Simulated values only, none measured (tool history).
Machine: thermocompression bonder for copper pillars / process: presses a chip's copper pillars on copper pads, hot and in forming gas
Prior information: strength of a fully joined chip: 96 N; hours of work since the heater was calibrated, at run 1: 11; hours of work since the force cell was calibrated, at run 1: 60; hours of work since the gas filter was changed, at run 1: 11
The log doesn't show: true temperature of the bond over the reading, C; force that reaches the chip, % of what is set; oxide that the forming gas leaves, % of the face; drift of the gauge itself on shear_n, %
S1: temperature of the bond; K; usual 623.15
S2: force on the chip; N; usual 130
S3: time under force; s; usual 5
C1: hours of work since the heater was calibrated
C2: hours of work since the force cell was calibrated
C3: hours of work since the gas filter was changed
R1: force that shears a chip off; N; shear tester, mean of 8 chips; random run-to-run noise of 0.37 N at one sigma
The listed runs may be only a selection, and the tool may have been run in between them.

Run 1, hour 0.0: usual settings; C1 11; C2 60; C3 11. Result: R1 44.0 N.
Run 2, hour 22.0: usual settings but S1 648.15 K; C1 26; C2 75; C3 26. Result: R1 52.3 N.
Run 3, hour 52.2: usual settings but S1 648.15 K; C1 46; C2 95; C3 46. Result: R1 52.4 N.
Run 4, hour 102.4: usual settings but S1 648.15 K; C1 80; C2 129; C3 80. Result: R1 51.0 N.
Run 5, hour 133.5: usual settings but S1 648.15 K; C1 101; C2 150; C3 101. Result: R1 51.2 N.
At hour 158.8: forming gas filter changed.
Run 6, hour 158.8: usual settings; C1 118; C2 167; C3 0. Result: R1 44.2 N.
Run 7, hour 182.2: usual settings but S1 606.15 K; C1 133; C2 182; C3 16. Result: R1 38.1 N.
Run 8, hour 230.0: usual settings; C1 166; C2 215; C3 48. Result: R1 43.7 N.
Run 9, hour 280.5: usual settings but S3 7 s; C1 199; C2 248; C3 82. Result: R1 48.1 N.
Run 10, hour 324.9: usual settings but S3 7 s; C1 229; C2 278; C3 112. Result: R1 47.6 N.
At hour 333.0: forming gas filter changed.
Run 11, hour 362.4: usual settings but S1 629.15 K; C1 254; C2 303; C3 20. Result: R1 46.3 N.
Run 12, hour 386.7: usual settings but S1 629.15 K, S3 3 s; C1 270; C2 319; C3 36. Result: R1 38.6 N.
Run 13, hour 428.4: usual settings but S1 629.15 K, S3 3 s; C1 298; C2 347; C3 64. Result: R1 37.7 N.
Run 14, hour 453.0: usual settings but S1 629.15 K, S3 3 s; C1 315; C2 364; C3 81. Result: R1 37.5 N.
Run 15, hour 488.8: usual settings but S1 629.15 K, S3 3 s; C1 339; C2 388; C3 105. Result: R1 36.9 N.
At hour 508.9: forming gas filter changed.
Run 16, hour 530.6: usual settings but S1 629.15 K, S3 3 s; C1 367; C2 416; C3 15. Result: R1 38.8 N.
Run 17, hour 584.8: usual settings; C1 403; C2 452; C3 51. Result: R1 43.7 N.
Run 18, hour 624.9: usual settings but S3 3 s; C1 430; C2 479; C3 78. Result: R1 35.6 N.
Run 19, hour 669.9: usual settings but S2 190 N; C1 460; C2 509; C3 108. Result: R1 59.0 N.
At hour 684.5: forming gas filter changed.
Run 20, hour 719.9: usual settings but S2 190 N; C1 494; C2 543; C3 24. Result: R1 61.0 N.
Run 21, hour 763.5: usual settings but S1 628.15 K, S2 80 N, S3 3 s; C1 523; C2 572; C3 53. Result: R1 22.0 N.
Run 22, hour 793.5: usual settings but S1 613.15 K, S2 139 N, S3 6 s; C1 543; C2 592; C3 73. Result: R1 45.4 N.
At hour 799.8: heater calibrated with a thermocouple chip.
Run 23, hour 821.9: usual settings but S1 595.15 K, S2 179 N, S3 15 s; C1 15; C2 610; C3 91. Result: R1 63.7 N.
At hour 861.7: forming gas filter changed.
Run 24, hour 876.6: usual settings but S1 595.15 K, S2 179 N, S3 15 s; C1 51; C2 646; C3 10. Result: R1 66.7 N.
At hour 894.0: heater calibrated with a thermocouple chip, once more.
Run 25, hour 904.5: usual settings but S1 646.15 K, S2 83 N; C1 7; C2 664; C3 27. Result: R1 33.9 N.
Run 26, hour 939.7: usual settings but S1 614.15 K, S2 160 N, S3 12 s; C1 31; C2 687; C3 51. Result: R1 65.1 N.
Run 27, hour 983.8: usual settings but S1 621.15 K, S2 173 N, S3 11 s; C1 60; C2 717; C3 81. Result: R1 70.1 N.
Run 28, hour 1025.2: usual settings but S1 621.15 K, S2 173 N, S3 11 s; C1 88; C2 745; C3 108. Result: R1 67.9 N.
At hour 1037.8: forming gas filter changed.
Run 29, hour 1056.3: usual settings but S1 621.15 K, S2 173 N, S3 11 s; C1 109; C2 765; C3 12. Result: R1 70.6 N.
Run 30, hour 1089.6: usual settings but S1 638.15 K, S2 136 N, S3 10 s; C1 131; C2 788; C3 35. Result: R1 63.0 N.
Run 31, hour 1140.2: usual settings but S1 638.15 K, S2 136 N, S3 10 s; C1 165; C2 822; C3 69. Result: R1 63.5 N.
Run 32, hour 1190.6: usual settings but S1 651.15 K, S2 93 N; C1 199; C2 855; C3 103. Result: R1 38.5 N.
At hour 1213.2: forming gas filter changed.
Run 33, hour 1234.7: usual settings but S2 181 N; C1 228; C2 885; C3 14. Result: R1 59.8 N.
Run 34, hour 1274.7: usual settings but S1 617.15 K, S2 100 N, S3 7 s; C1 255; C2 912; C3 41. Result: R1 37.1 N.
Run 35, hour 1301.6: usual settings but S1 617.15 K, S2 100 N, S3 7 s; C1 273; C2 930; C3 59. Result: R1 36.7 N.

Consider 5 possible next runs. They are alternatives, not a sequence: every one starts from the tool as it was left by run 35. What does each give?
Run A, hour 1351.2: usual settings but S1 617.15 K, S2 100 N, S3 8 s; C1 306; C2 963; C3 93. Result: R1 ?.
Run B, hour 1351.2: usual settings but S1 617.15 K, S2 124 N, S3 8 s; C1 306; C2 963; C3 93. Result: R1 ?.
Run C, hour 1351.2: usual settings but S1 652.15 K, S2 100 N, S3 4 s; C1 306; C2 963; C3 93. Result: R1 ?.
Run D, hour 1351.2: usual settings but S1 638.15 K, S2 123 N; C1 306; C2 963; C3 93. Result: R1 ?.
Run E, hour 1351.2: usual settings but S1 630.15 K, S2 179 N, S3 3 s; C1 306; C2 963; C3 93. Result: R1 ?.

run    R1
  A  38.2
  B  46.6
  C  38.8
  D  45.7
  E  51.4
With no hidden state in the tool, these same runs would have given:
run    R1
  A  38.4
  B  46.9
  C  38.9
  D  46.0
  E  51.9
